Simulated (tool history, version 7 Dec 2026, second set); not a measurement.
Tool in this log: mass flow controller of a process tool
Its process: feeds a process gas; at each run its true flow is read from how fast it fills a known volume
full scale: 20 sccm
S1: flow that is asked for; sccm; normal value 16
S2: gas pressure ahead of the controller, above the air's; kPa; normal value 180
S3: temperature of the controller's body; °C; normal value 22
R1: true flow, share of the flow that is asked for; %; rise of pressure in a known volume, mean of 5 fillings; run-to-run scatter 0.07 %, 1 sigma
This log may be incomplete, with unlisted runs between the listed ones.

run,hour,S1,S2,S3,R1
1,0.0,16,180,22,99.51
2,74.0,6,180,22,98.40
3,135.8,6,180,32,99.00
4,175.7,16,180,22,99.46
5,233.3,16,180,22,99.42
6,281.1,16,180,22,99.42
7,346.4,16,180,22,99.53
8,398.7,16,180,22,99.53
9,451.1,16,180,30,99.94
10,491.1,16,180,30,100.04
11,566.5,16,176,30,99.89
12,598.6,16,176,30,99.92
13,643.1,16,180,37,100.29
14,696.2,16,180,37,100.40
15,764.9,3,180,30,99.28
16,826.9,3,167,24,98.97
17,862.9,7,252,25,99.18
18,903.3,7,252,25,99.02
19,942.8,7,195,25,98.76
20,975.8,7,195,25,98.81
21,1047.8,3,262,28,99.69
22,1113.1,3,145,22,98.65
23,1154.5,17,167,32,100.13
24,1197.3,17,167,32,100.02
25,1255.9,2,147,21,99.40
26,1292.3,2,147,21,99.46
27,1363.6,2,147,21,99.46

Forecast each of these 3 alternatives for the next run:
A,1421.7,8,279,23,?
B,1421.7,10,199,22,?
C,1421.7,2,147,39,?

run,R1
A,99.31
B,98.91
C,100.52
With no hidden state in the tool, these same runs would have given:
run,R1
A,98.71
B,98.44
C,98.02
